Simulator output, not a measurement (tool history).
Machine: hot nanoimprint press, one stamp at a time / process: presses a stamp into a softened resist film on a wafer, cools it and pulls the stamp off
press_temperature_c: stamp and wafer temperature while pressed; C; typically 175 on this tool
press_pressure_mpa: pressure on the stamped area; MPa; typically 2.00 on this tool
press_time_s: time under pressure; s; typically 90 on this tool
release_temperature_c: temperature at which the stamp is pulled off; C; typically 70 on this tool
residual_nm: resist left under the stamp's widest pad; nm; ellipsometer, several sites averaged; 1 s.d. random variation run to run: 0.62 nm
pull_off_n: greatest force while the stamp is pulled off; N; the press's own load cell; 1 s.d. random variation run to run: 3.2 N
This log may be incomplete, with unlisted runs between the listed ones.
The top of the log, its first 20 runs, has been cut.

run 21 hour=206.9 | press_temperature_c=168 press_pressure_mpa=2.00 press_time_s=163 release_temperature_c=70 | residual_nm=298.0 pull_off_n=217
run 22 hour=214.5 | press_temperature_c=168 press_pressure_mpa=2.00 press_time_s=163 release_temperature_c=70 | residual_nm=297.5 pull_off_n=221
run 23 hour=222.1 | press_temperature_c=168 press_pressure_mpa=2.00 press_time_s=163 release_temperature_c=70 | residual_nm=296.9 pull_off_n=222
run 24 hour=232.2 | press_temperature_c=175 press_pressure_mpa=2.63 press_time_s=64 release_temperature_c=62 | residual_nm=267.9 pull_off_n=269
run 25 hour=241.1 | press_temperature_c=181 press_pressure_mpa=1.89 press_time_s=61 release_temperature_c=70 | residual_nm=262.7 pull_off_n=222
-- hour=254.6 stamp cleaned and given a new release coat
run 26 hour=258.6 | press_temperature_c=170 press_pressure_mpa=2.00 press_time_s=71 release_temperature_c=70 | residual_nm=343.6 pull_off_n=196
run 27 hour=270.7 | press_temperature_c=169 press_pressure_mpa=2.00 press_time_s=143 release_temperature_c=59 | residual_nm=296.8 pull_off_n=256
run 28 hour=280.5 | press_temperature_c=165 press_pressure_mpa=1.93 press_time_s=169 release_temperature_c=75 | residual_nm=328.5 pull_off_n=177
run 29 hour=289.0 | press_temperature_c=165 press_pressure_mpa=1.93 press_time_s=63 release_temperature_c=75 | residual_nm=405.4 pull_off_n=180
run 30 hour=297.1 | press_temperature_c=165 press_pressure_mpa=1.93 press_time_s=63 release_temperature_c=75 | residual_nm=403.5 pull_off_n=182
run 31 hour=308.6 | press_temperature_c=178 press_pressure_mpa=2.58 press_time_s=84 release_temperature_c=57 | residual_nm=223.1 pull_off_n=274

Branching from run 31: 3 alternative next runs. What would each branch give?
run A hour=320.1 | press_temperature_c=175 press_pressure_mpa=1.30 press_time_s=147 release_temperature_c=61 | residual_nm=? pull_off_n=?
run B hour=320.1 | press_temperature_c=175 press_pressure_mpa=2.04 press_time_s=138 release_temperature_c=60 | residual_nm=? pull_off_n=?
run C hour=320.1 | press_temperature_c=181 press_pressure_mpa=2.00 press_time_s=48 release_temperature_c=70 | residual_nm=? pull_off_n=?

run=A residual_nm=294.3 pull_off_n=263
run=B residual_nm=239.6 pull_off_n=272
run=C residual_nm=274.3 pull_off_n=214
With no hidden state in the tool, these same runs would have given:
run=A residual_nm=298.2 pull_off_n=241
run=B residual_nm=241.9 pull_off_n=250
run=C residual_nm=276.4 pull_off_n=197
